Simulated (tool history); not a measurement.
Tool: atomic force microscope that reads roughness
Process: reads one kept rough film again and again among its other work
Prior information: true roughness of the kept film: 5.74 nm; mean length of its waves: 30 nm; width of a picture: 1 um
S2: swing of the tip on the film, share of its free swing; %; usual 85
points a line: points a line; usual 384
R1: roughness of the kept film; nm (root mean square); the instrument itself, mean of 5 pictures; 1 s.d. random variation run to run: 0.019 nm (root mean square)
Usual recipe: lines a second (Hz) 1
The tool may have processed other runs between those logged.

Run 1, hour 0: usual settings. Result: R1 4.503 nm (root mean square).
Run 2, hour 13: usual settings. Result: R1 4.536 nm (root mean square).
At hour 30.3: new tip fitted.
Run 3, hour 36.2: usual settings. Result: R1 4.535 nm (root mean square).
Run 4, hour 59: usual settings. Result: R1 4.554 nm (root mean square).
Run 5, hour 81.2: usual settings but S2 66 %. Result: R1 4.751 nm (root mean square).
Run 6, hour 97.7: usual settings but S2 66 %. Result: R1 4.703 nm (root mean square).
Run 7, hour 115.2: usual settings but S2 66 %. Result: R1 4.72 nm (root mean square).
Run 8, hour 128.4: usual settings but S2 86 %. Result: R1 4.484 nm (root mean square).
Run 9, hour 145.8: usual settings but S2 86 %. Result: R1 4.508 nm (root mean square).
Run 10, hour 167.4: usual settings but S2 86 %. Result: R1 4.502 nm (root mean square).
Run 11, hour 178.7: usual settings. Result: R1 4.547 nm (root mean square).
Run 12, hour 199.7: usual settings but lines a second (Hz) 1.99. Result: R1 4.243 nm (root mean square).
Run 13, hour 221.5: usual settings but lines a second (Hz) 1.99. Result: R1 4.207 nm (root mean square).
Run 14, hour 235.5: usual settings but lines a second (Hz) 0.93. Result: R1 4.536 nm (root mean square).
At hour 249.3: new tip fitted.
Run 15, hour 260.3: usual settings but lines a second (Hz) 0.93. Result: R1 4.524 nm (root mean square).
Run 16, hour 286.6: usual settings but S2 64 %, points a line 311. Result: R1 4.722 nm (root mean square).
Run 17, hour 305.7: usual settings but lines a second (Hz) 1.92, S2 58 %, points a line 1021. Result: R1 4.703 nm (root mean square).
Run 18, hour 328.4: usual settings but lines a second (Hz) 1.92, S2 58 %, points a line 1021. Result: R1 4.744 nm (root mean square).
Run 19, hour 340.1: usual settings but lines a second (Hz) 1.92, S2 58 %, points a line 1021. Result: R1 4.726 nm (root mean square).
Run 20, hour 366.7: usual settings but lines a second (Hz) 1.92, S2 58 %, points a line 1021. Result: R1 4.756 nm (root mean square).
Run 21, hour 381.6: usual settings but lines a second (Hz) 1.92, S2 58 %, points a line 1021. Result: R1 4.753 nm (root mean square).
Run 22, hour 405.8: usual settings but lines a second (Hz) 1.92, S2 58 %, points a line 1021. Result: R1 4.726 nm (root mean square).
Run 23, hour 431.7: usual settings but lines a second (Hz) 0.67, S2 74 %, points a line 307. Result: R1 4.676 nm (root mean square).

What if the next run were any one of these 4? Each begins from the tool's condition after run 23:
Run A, hour 445.6: usual settings but points a line 272. Result: R1 ?.
Run B, hour 445.6: usual settings but S2 87 %. Result: R1 ?.
Run C, hour 445.6: usual settings but lines a second (Hz) 1.16, S2 64 %, points a line 611. Result: R1 ?.
Run D, hour 445.6: usual settings but lines a second (Hz) 0.67, S2 60 %, points a line 307. Result: R1 ?.

run     R1
  A  4.494
  B  4.474
  C  4.713
  D  4.754
Stripped of hidden state, with their random variation kept, the same runs would have yielded:
run     R1
  A  4.509
  B  4.488
  C  4.728
  D  4.769

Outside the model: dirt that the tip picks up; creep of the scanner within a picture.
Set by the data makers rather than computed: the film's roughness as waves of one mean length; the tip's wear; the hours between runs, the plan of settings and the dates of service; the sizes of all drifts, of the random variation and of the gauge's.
